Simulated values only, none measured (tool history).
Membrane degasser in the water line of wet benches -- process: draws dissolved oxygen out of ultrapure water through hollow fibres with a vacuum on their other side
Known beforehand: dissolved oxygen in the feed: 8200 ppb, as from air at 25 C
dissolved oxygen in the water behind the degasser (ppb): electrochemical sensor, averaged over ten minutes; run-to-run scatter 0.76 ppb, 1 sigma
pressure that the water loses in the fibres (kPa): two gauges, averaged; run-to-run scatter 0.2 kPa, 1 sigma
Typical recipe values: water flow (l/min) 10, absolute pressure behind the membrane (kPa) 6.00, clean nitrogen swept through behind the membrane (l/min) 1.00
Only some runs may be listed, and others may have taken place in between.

run,day,water flow (l/min),absolute pressure behind the membrane (kPa),clean nitrogen swept through behind the membrane (l/min),dissolved oxygen in the water behind the degasser (ppb),pressure that the water loses in the fibres (kPa)
1,0.000,10,6.00,1.00,80.3,44.20
# day 0.454: vacuum gauge calibrated
2,3.779,10,6.00,1.00,71.6,44.34
3,6.571,10,6.00,1.00,72.9,44.28
4,9.683,10,6.00,1.59,48.5,44.46
5,12.496,10,6.00,1.59,49.0,44.27
6,16.958,10,6.00,1.00,73.8,44.48
7,21.138,10,6.00,1.00,74.0,44.34
8,24.738,10,6.00,1.00,75.2,44.41
9,27.825,10,6.00,1.00,72.9,44.54
10,30.504,8,6.00,1.00,58.9,35.58
11,33.912,9,6.00,1.00,66.4,40.45
12,36.800,10,6.00,1.00,75.7,44.60
13,38.667,10,6.72,1.00,92.0,44.52
14,41.100,10,6.00,1.00,76.1,44.65
15,43.383,10,6.00,1.00,75.3,44.68
16,46.154,10,6.00,1.00,75.9,44.38
17,49.879,14,7.32,1.17,135.6,62.83
18,54.533,14,7.32,1.17,133.9,62.66
19,59.096,16,7.32,0.65,246.8,71.88
20,62.000,9,7.32,1.69,59.1,40.69
21,66.000,8,9.68,0.65,195.1,35.98
22,69.421,8,9.68,0.65,194.8,36.17
23,71.796,9,4.73,1.51,29.1,40.79
24,75.292,9,9.95,1.00,153.7,40.46
25,77.846,14,10.87,1.00,267.0,63.35
26,80.304,7,10.33,1.64,82.7,31.69
27,84.312,9,10.33,2.67,67.2,40.49
28,87.879,14,6.00,2.87,53.1,63.45
29,91.150,9,13.30,1.81,132.4,40.55
30,95.358,9,5.92,1.81,41.4,41.05
31,98.862,9,5.92,1.81,41.4,41.01
32,102.771,8,14.43,1.81,130.1,36.41

Results per run with the tool's hidden condition removed, run-to-run variation unchanged:
Hidden conditions of the tool in this case: membrane still open, %; true pressure behind the membrane over the reading, kPa; air that leaks in behind the membrane, l/min; drift of the gauge itself on oxygen_ppb, %; drift of the gauge itself on loss_of_pressure_kpa, %.
run,dissolved oxygen in the water behind the degasser (ppb),pressure that the water loses in the fibres (kPa)
1,71.3,43.24
2,69.7,43.34
3,70.8,43.24
4,46.6,43.38
5,47.1,43.16
6,71.0,43.31
7,71.0,43.12
8,71.9,43.14
9,69.4,43.24
10,56.0,34.51
11,62.9,39.21
12,71.6,43.18
13,87.6,43.08
14,71.8,43.18
15,70.7,43.18
16,71.2,42.85
17,128.1,60.61
18,126.2,60.36
19,234.8,69.15
20,55.0,39.12
21,185.7,34.55
22,185.1,34.70
23,25.4,39.09
24,145.2,38.74
25,254.6,60.61
26,76.8,30.30
27,62.1,38.66
28,45.9,60.54
29,124.1,38.65
30,36.5,39.09
31,36.4,39.00
32,120.8,34.59
